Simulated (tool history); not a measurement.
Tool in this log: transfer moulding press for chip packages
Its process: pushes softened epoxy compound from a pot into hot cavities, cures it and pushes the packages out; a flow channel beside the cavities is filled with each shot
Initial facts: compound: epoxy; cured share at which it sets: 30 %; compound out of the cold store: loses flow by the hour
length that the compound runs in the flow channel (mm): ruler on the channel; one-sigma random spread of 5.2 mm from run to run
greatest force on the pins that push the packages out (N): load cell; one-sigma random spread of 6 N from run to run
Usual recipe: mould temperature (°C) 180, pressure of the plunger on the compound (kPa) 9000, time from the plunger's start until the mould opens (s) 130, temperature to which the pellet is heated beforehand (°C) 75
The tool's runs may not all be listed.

run,hour,mould temperature (°C),pressure of the plunger on the compound (kPa),time from the plunger's start until the mould opens (s),temperature to which the pellet is heated beforehand (°C),incoming compound's hours out of the cold store,length that the compound runs in the flow channel (mm),greatest force on the pins that push the packages out (N)
1,0.0,180,9000,130,75,14.4,768,231
# hour 12.1: cavities cleaned with cleaning compound and waxed
2,19.3,180,9000,130,75,10.4,780,230
3,33.4,180,9000,130,75,23.0,736,217
4,52.9,180,9000,130,75,11.1,772,229
5,82.1,180,9000,130,75,21.1,743,228
# hour 104.5: cavities cleaned with cleaning compound and waxed
6,111.5,180,10520,130,75,31.6,771,228
7,126.6,180,10520,130,75,24.2,790,225
8,147.7,180,10520,130,75,41.4,727,227
9,161.5,180,9000,130,75,39.6,686,215
10,181.2,180,9000,130,75,21.8,736,233
# hour 197.2: cavities cleaned with cleaning compound and waxed
11,212.3,180,9000,130,75,12.5,776,222
12,242.3,180,9000,130,75,23.0,734,216
13,262.6,180,9000,130,75,10.7,783,227
14,279.5,180,9000,130,75,44.2,674,217
# hour 291.1: cavities cleaned with cleaning compound and waxed
15,301.1,180,9000,130,75,8.1,791,229
16,314.4,180,9080,130,85,37.9,693,225
17,330.3,181,9520,130,75,21.9,763,239
18,355.0,188,9490,168,75,40.8,666,206
# hour 383.8: cavities cleaned with cleaning compound and waxed
19,386.2,188,9490,168,75,12.9,758,210
20,407.0,188,9160,168,75,32.0,682,218
21,421.4,188,9160,168,75,35.6,677,195
22,446.2,188,9160,168,75,41.8,662,197
# hour 477.5: cavities cleaned with cleaning compound and waxed
23,477.8,188,9160,168,75,26.9,698,205
# hour 489.9: plunger's sealing rings changed
24,510.3,188,9160,168,75,25.7,702,206
25,526.6,188,9160,168,75,37.0,680,206
26,553.9,184,10270,168,82,12.2,803,203
27,568.7,180,9000,118,75,37.9,683,238
# hour 572.2: cavities cleaned with cleaning compound and waxed
28,586.9,182,8220,118,75,24.4,702,240
29,612.2,182,8220,118,75,43.8,636,227

Below are 3 alternative next runs, each starting from the tool's condition after run 29. Predict each:
A,636.4,179,7480,118,78,8.3,?,?
B,636.4,174,10720,130,68,33.7,?,?
C,636.4,183,9700,130,78,20.6,?,?

run,length that the compound runs in the flow channel (mm),greatest force on the pins that push the packages out (N)
A,716,270
B,788,306
C,777,202
What these runs would have given with no unlogged condition in the tool:
run,length that the compound runs in the flow channel (mm),greatest force on the pins that push the packages out (N)
A,717,266
B,788,302
C,778,199
